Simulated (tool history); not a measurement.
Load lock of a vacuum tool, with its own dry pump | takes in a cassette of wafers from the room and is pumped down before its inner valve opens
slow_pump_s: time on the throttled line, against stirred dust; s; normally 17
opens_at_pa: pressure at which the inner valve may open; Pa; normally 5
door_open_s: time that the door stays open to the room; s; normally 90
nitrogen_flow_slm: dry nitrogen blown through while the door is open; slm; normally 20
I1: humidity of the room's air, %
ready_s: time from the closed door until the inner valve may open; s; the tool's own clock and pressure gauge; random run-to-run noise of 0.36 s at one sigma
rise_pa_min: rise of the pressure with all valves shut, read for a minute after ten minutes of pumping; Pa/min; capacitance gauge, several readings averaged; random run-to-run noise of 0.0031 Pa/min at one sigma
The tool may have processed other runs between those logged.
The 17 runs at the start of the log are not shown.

At hour 7283.1: door's seal changed, seat wiped.
Run 18, hour 7458.0: usual settings; I1 44.2. Result: ready_s 33.9 s, rise_pa_min 0.081 Pa/min.
Run 19, hour 7974.9: usual settings; I1 46.3. Result: ready_s 33.8 s, rise_pa_min 0.074 Pa/min.
Run 20, hour 8369.2: usual settings but nitrogen_flow_slm 16 slm; I1 45.0. Result: ready_s 34.2 s, rise_pa_min 0.082 Pa/min.
Run 21, hour 8959.4: usual settings but opens_at_pa 7 Pa, nitrogen_flow_slm 5 slm; I1 43.2. Result: ready_s 33.5 s, rise_pa_min 0.097 Pa/min.
Run 22, hour 9433.9: usual settings but slow_pump_s 25 s; I1 44.3. Result: ready_s 39.9 s, rise_pa_min 0.079 Pa/min.
Run 23, hour 9986.7: usual settings but opens_at_pa 6 Pa, door_open_s 165 s; I1 43.7. Result: ready_s 34.1 s, rise_pa_min 0.109 Pa/min.
Run 24, hour 10511.5: usual settings but opens_at_pa 6 Pa, door_open_s 165 s, nitrogen_flow_slm 9 slm; I1 43.3. Result: ready_s 34.2 s, rise_pa_min 0.135 Pa/min.
Run 25, hour 10772.7: usual settings but opens_at_pa 6 Pa, door_open_s 165 s, nitrogen_flow_slm 9 slm; I1 44.0. Result: ready_s 33.6 s, rise_pa_min 0.129 Pa/min.
Run 26, hour 11193.6: usual settings but slow_pump_s 26 s, door_open_s 36 s; I1 48.1. Result: ready_s 40.8 s, rise_pa_min 0.053 Pa/min.
At hour 11491.8: dry pump taken out, an overhauled one fitted.
Run 27, hour 11601.2: usual settings but slow_pump_s 21 s, opens_at_pa 8 Pa, door_open_s 68 s, nitrogen_flow_slm 22 slm; I1 43.7. Result: ready_s 35.9 s, rise_pa_min 0.063 Pa/min.
Run 28, hour 11971.5: usual settings but opens_at_pa 10 Pa, nitrogen_flow_slm 12 slm; I1 42.3. Result: ready_s 32.5 s, rise_pa_min 0.089 Pa/min.
Run 29, hour 12363.5: usual settings but slow_pump_s 21 s, opens_at_pa 7 Pa, door_open_s 154 s, nitrogen_flow_slm 6 slm; I1 46.2. Result: ready_s 36.1 s, rise_pa_min 0.142 Pa/min.
Run 30, hour 12873.7: usual settings but slow_pump_s 24 s, opens_at_pa 7 Pa, door_open_s 154 s, nitrogen_flow_slm 6 slm; I1 43.6. Result: ready_s 39.0 s, rise_pa_min 0.133 Pa/min.
Run 31, hour 13400.1: usual settings but slow_pump_s 16 s, opens_at_pa 7 Pa, door_open_s 154 s, nitrogen_flow_slm 6 slm; I1 46.8. Result: ready_s 32.8 s, rise_pa_min 0.148 Pa/min.
Run 32, hour 13911.9: usual settings but slow_pump_s 16 s, opens_at_pa 7 Pa, door_open_s 154 s, nitrogen_flow_slm 6 slm; I1 47.3. Result: ready_s 32.7 s, rise_pa_min 0.144 Pa/min.
Run 33, hour 14376.2: usual settings but slow_pump_s 16 s, opens_at_pa 7 Pa, door_open_s 154 s, nitrogen_flow_slm 6 slm; I1 46.2. Result: ready_s 32.9 s, rise_pa_min 0.143 Pa/min.
Run 34, hour 14658.4: usual settings but door_open_s 96 s; I1 43.4. Result: ready_s 33.4 s, rise_pa_min 0.078 Pa/min.
Run 35, hour 15076.3: usual settings but door_open_s 96 s; I1 46.3. Result: ready_s 34.8 s, rise_pa_min 0.087 Pa/min.
Run 36, hour 15542.8: usual settings but door_open_s 96 s; I1 44.7. Result: ready_s 34.1 s, rise_pa_min 0.082 Pa/min.
Run 37, hour 15885.9: usual settings but opens_at_pa 7 Pa, nitrogen_flow_slm 16 slm; I1 45.3. Result: ready_s 33.1 s, rise_pa_min 0.082 Pa/min.

Consider 4 possible next runs. They are alternatives, not a sequence: every one starts from the tool as it was left by run 37. What does each give?
Run A, hour 16133.5: usual settings but door_open_s 234 s; I1 46.1. Result: ready_s ?, rise_pa_min ?.
Run B, hour 16133.5: usual settings but opens_at_pa 7 Pa, nitrogen_flow_slm 45 slm; I1 43.2. Result: ready_s ?, rise_pa_min ?.
Run C, hour 16133.5: usual settings but slow_pump_s 19 s, opens_at_pa 6 Pa, nitrogen_flow_slm 16 slm; I1 46.1. Result: ready_s ?, rise_pa_min ?.
Run D, hour 16133.5: usual settings but slow_pump_s 8 s, opens_at_pa 7 Pa, door_open_s 31 s, nitrogen_flow_slm 16 slm; I1 45.5. Result: ready_s ?, rise_pa_min ?.

run  ready_s  rise_pa_min
  A     33.8        0.148
  B     32.9        0.052
  C     35.0        0.083
  D     26.2        0.049
The same runs, with their run-to-run variation unchanged, on a tool lacking any hidden condition would have given:
run  ready_s  rise_pa_min
  A     33.8        0.146
  B     32.9        0.050
  C     35.0        0.080
  D     26.2        0.047
